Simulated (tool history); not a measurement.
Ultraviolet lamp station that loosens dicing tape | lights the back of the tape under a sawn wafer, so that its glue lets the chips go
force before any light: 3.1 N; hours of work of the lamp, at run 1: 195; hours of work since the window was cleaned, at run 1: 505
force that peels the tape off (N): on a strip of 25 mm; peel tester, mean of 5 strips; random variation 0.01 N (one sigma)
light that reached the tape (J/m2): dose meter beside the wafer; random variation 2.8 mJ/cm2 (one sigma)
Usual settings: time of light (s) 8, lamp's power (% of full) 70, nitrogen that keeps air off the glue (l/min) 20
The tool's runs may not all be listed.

run,day,time of light (s),lamp's power (% of full),nitrogen that keeps air off the glue (l/min),hours of work of the lamp,hours of work since the window was cleaned,force that peels the tape off (N),light that reached the tape (J/m2)
1,0,8,70,20,195,505,0.467,3810
2,0.671,8,70,20,205,514,0.464,3860
3,1.346,5,70,20,214,524,0.921,2410
4,1.992,5,70,20,224,533,0.92,2400
5,2.4,5,70,20,230,539,0.887,2390
6,2.942,5,70,20,237,547,0.919,2410
# day 3.117: window cleaned of glue's vapour
7,3.662,5,70,20,247,8,0.951,2420
8,4.017,8,70,20,252,13,0.465,3880
9,4.404,5,70,20,258,18,0.926,2440
10,5.033,5,70,20,267,28,0.941,2420
11,5.479,5,70,20,273,34,0.905,2400
12,5.946,5,70,20,280,41,0.892,2420
13,6.521,6,70,20,288,49,0.745,2900
14,7.125,8,70,10,297,58,0.628,3820
15,7.825,8,70,10,307,68,0.626,3840
16,8.196,8,70,20,313,73,0.458,3870
17,8.608,8,70,20,318,79,0.473,3820
18,9.2,8,70,26,327,87,0.407,3870
19,9.517,8,70,11,331,92,0.583,3910
20,9.854,8,70,11,336,97,0.613,3860
21,10.458,8,70,11,345,105,0.606,3840
22,11.121,12,79,19,355,115,0.166,6530
23,11.788,12,79,19,364,125,0.157,6600
24,12.288,12,98,19,371,132,0.114,8180

Forecast run 25:
25,12.758,12,93,13,378,139,?,?

force that peels the tape off (N): 0.137
light that reached the tape (J/m2): 7690
Without the tool's hidden state the same run would have given force that peels the tape off (N) 0.136, light that reached the tape (J/m2) 7700.

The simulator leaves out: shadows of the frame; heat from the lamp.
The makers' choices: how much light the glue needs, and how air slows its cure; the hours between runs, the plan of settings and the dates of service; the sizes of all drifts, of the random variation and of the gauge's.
